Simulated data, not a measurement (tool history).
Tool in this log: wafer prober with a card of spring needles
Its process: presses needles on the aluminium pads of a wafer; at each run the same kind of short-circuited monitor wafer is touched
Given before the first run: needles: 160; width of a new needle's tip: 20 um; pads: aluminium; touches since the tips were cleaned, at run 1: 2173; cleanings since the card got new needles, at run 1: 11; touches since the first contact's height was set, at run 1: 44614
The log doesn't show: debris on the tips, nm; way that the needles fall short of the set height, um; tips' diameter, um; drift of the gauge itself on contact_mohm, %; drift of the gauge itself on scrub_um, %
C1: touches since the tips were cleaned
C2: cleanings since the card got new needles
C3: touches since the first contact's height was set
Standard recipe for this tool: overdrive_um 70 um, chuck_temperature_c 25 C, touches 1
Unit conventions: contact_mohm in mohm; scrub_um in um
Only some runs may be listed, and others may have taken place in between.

Run 1, hour 0: usual settings; C1 2173; C2 11; C3 44614. Result: contact_mohm 277 mohm, scrub_um 11.23 um.
At hour 2.9: tips cleaned on abrasive film.
At hour 10.1: tips cleaned on abrasive film.
At hour 17.3: tips cleaned on abrasive film.
At hour 24.5: tips cleaned on abrasive film.
At hour 30.3: tips cleaned on abrasive film.
At hour 37.5: tips cleaned on abrasive film.
At hour 43.2: tips cleaned on abrasive film.
At hour 49.8: tips cleaned on abrasive film.
Run 2, hour 49.8: usual settings; C1 0; C2 19; C3 73934. Result: contact_mohm 255 mohm, scrub_um 11.03 um.
At hour 55.5: tips cleaned on abrasive film.
At hour 62.7: tips cleaned on abrasive film.
At hour 69.9: tips cleaned on abrasive film.
At hour 75.9: height of the first contact set anew.
At hour 77.4: tips cleaned on abrasive film.
At hour 84.6: tips cleaned on abrasive film.
At hour 90.4: tips cleaned on abrasive film.
At hour 97.6: tips cleaned on abrasive film.
Run 3, hour 100.1: usual settings; C1 1530; C2 26; C3 14262. Result: contact_mohm 273 mohm, scrub_um 11.27 um.
At hour 104.5: tips cleaned on abrasive film.
At hour 111.7: tips cleaned on abrasive film.
At hour 118.8: tips cleaned on abrasive film.
At hour 124.6: tips cleaned on abrasive film.
At hour 131.8: tips cleaned on abrasive film.
Run 4, hour 133.8: usual settings; C1 1181; C2 31; C3 34118. Result: contact_mohm 272 mohm, scrub_um 11.22 um.
At hour 138.1: tips cleaned on abrasive film.
At hour 145.3: tips cleaned on abrasive film.
At hour 152.5: tips cleaned on abrasive film.
At hour 159.7: tips cleaned on abrasive film.
At hour 166.9: tips cleaned on abrasive film.
At hour 172.7: tips cleaned on abrasive film.
At hour 178.5: tips cleaned on abrasive film.
Run 5, hour 178.5: usual settings but touches 2; C1 0; C2 38; C3 60478. Result: contact_mohm 249 mohm, scrub_um 11.1 um.
At hour 184.3: tips cleaned on abrasive film.
At hour 191.5: tips cleaned on abrasive film.
At hour 198.7: tips cleaned on abrasive film.
At hour 204.4: tips cleaned on abrasive film.
At hour 211.6: tips cleaned on abrasive film.
At hour 217.4: tips cleaned on abrasive film.
Run 6, hour 218.1: usual settings; C1 403; C2 44; C3 83807. Result: contact_mohm 264 mohm, scrub_um 11.07 um.
At hour 223.8: tips cleaned on abrasive film.
At hour 227: height of the first contact set anew.
At hour 231.3: tips cleaned on abrasive film.
At hour 238.5: tips cleaned on abrasive film.
At hour 245.7: tips cleaned on abrasive film.
At hour 252.9: tips cleaned on abrasive film.
At hour 260.1: tips cleaned on abrasive film.
Run 7, hour 262.1: usual settings; C1 1209; C2 50; C3 20731. Result: contact_mohm 273 mohm, scrub_um 11.22 um.
At hour 266.5: tips cleaned on abrasive film.
At hour 272.2: tips cleaned on abrasive film.
At hour 279.4: tips cleaned on abrasive film.
At hour 286.6: tips cleaned on abrasive film.
At hour 293.8: tips cleaned on abrasive film.
Run 8, hour 294.5: usual settings; C1 449; C2 55; C3 39854. Result: contact_mohm 262 mohm, scrub_um 11.13 um.
At hour 300.3: tips cleaned on abrasive film.
At hour 307.5: tips cleaned on abrasive film.
At hour 314.7: tips cleaned on abrasive film.
At hour 321.9: tips cleaned on abrasive film.
Run 9, hour 322.8: usual settings; C1 546; C2 59; C3 56527. Result: contact_mohm 264 mohm, scrub_um 11.05 um.
At hour 328.6: tips cleaned on abrasive film.
At hour 335.8: tips cleaned on abrasive film.
At hour 341.5: tips cleaned on abrasive film.
At hour 348.7: tips cleaned on abrasive film.
At hour 355.9: tips cleaned on abrasive film.
At hour 361.7: tips cleaned on abrasive film.
At hour 368.9: tips cleaned on abrasive film.
At hour 374.6: tips cleaned on abrasive film.
At hour 377.8: height of the first contact set anew.
Run 10, hour 379.5: usual settings but touches 3; C1 2749; C2 67; C3 1052. Result: contact_mohm 266 mohm, scrub_um 11.32 um.
At hour 381: tips cleaned on abrasive film.
At hour 388.2: tips cleaned on abrasive film.
At hour 394: tips cleaned on abrasive film.
At hour 401.2: tips cleaned on abrasive film.
At hour 407: tips cleaned on abrasive film.
At hour 413.5: tips cleaned on abrasive film.
Run 11, hour 413.5: usual settings but chuck_temperature_c 54 C; C1 0; C2 73; C3 21016. Result: contact_mohm 264 mohm, scrub_um 11.22 um.
At hour 420.7: tips cleaned on abrasive film.
At hour 427.8: tips cleaned on abrasive film.
At hour 435: tips cleaned on abrasive film.
At hour 440.8: tips cleaned on abrasive film.
At hour 448: tips cleaned on abrasive film.
At hour 453.8: tips cleaned on abrasive film.
At hour 461: tips cleaned on abrasive film.
At hour 468.1: tips cleaned on abrasive film.
At hour 473.9: tips cleaned on abrasive film.
Run 12, hour 477: usual settings but overdrive_um 52 um, chuck_temperature_c 54 C; C1 1858; C2 82; C3 58523. Result: contact_mohm 322 mohm, scrub_um 8.22 um.
At hour 479.9: tips cleaned on abrasive film.
At hour 485.7: tips cleaned on abrasive film.
At hour 492.9: tips cleaned on abrasive film.
At hour 498.7: tips cleaned on abrasive film.
At hour 505.9: tips cleaned on abrasive film.
At hour 511.6: tips cleaned on abrasive film.
At hour 518.5: tips cleaned on abrasive film.
Run 13, hour 518.5: usual settings but overdrive_um 87 um, chuck_temperature_c 32 C, touches 2; C1 0; C2 89; C3 82948. Result: contact_mohm 255 mohm, scrub_um 13.84 um.
At hour 524.3: tips cleaned on abrasive film.
At hour 528.8: height of the first contact set anew.
At hour 531.8: tips cleaned on abrasive film.
At hour 539: tips cleaned on abrasive film.
At hour 544.7: tips cleaned on abrasive film.
At hour 551.9: tips cleaned on abrasive film.
At hour 559.1: tips cleaned on abrasive film.
Run 14, hour 564.5: usual settings but overdrive_um 87 um, chuck_temperature_c 32 C, touches 2; C1 3245; C2 95; C3 21070. Result: contact_mohm 266 mohm, scrub_um 14.05 um.
At hour 566.1: tips cleaned on abrasive film.
At hour 573.2: tips cleaned on abrasive film.
At hour 579: tips cleaned on abrasive film.
At hour 586.2: tips cleaned on abrasive film.
At hour 593.4: tips cleaned on abrasive film.
Run 15, hour 594.7: usual settings but overdrive_um 68 um, chuck_temperature_c 73 C; C1 761; C2 100; C3 38807. Result: contact_mohm 282 mohm, scrub_um 10.84 um.

Expected results for the next run?
At hour 600.4: tips cleaned on abrasive film.
At hour 607.6: tips cleaned on abrasive film.
At hour 614.8: tips cleaned on abrasive film.
At hour 622: tips cleaned on abrasive film.
At hour 629.2: tips cleaned on abrasive film.
At hour 636.4: tips cleaned on abrasive film.
Run 16, hour 638.6: usual settings but overdrive_um 68 um, chuck_temperature_c 73 C; C1 1337; C2 106; C3 64759. Result: contact_mohm ?, scrub_um ?.

Run 16 came out at contact_mohm 291 mohm, scrub_um 10.83 um.
The same run, on a tool lacking any hidden state, would have yielded contact_mohm 262 mohm, scrub_um 11.07 um.
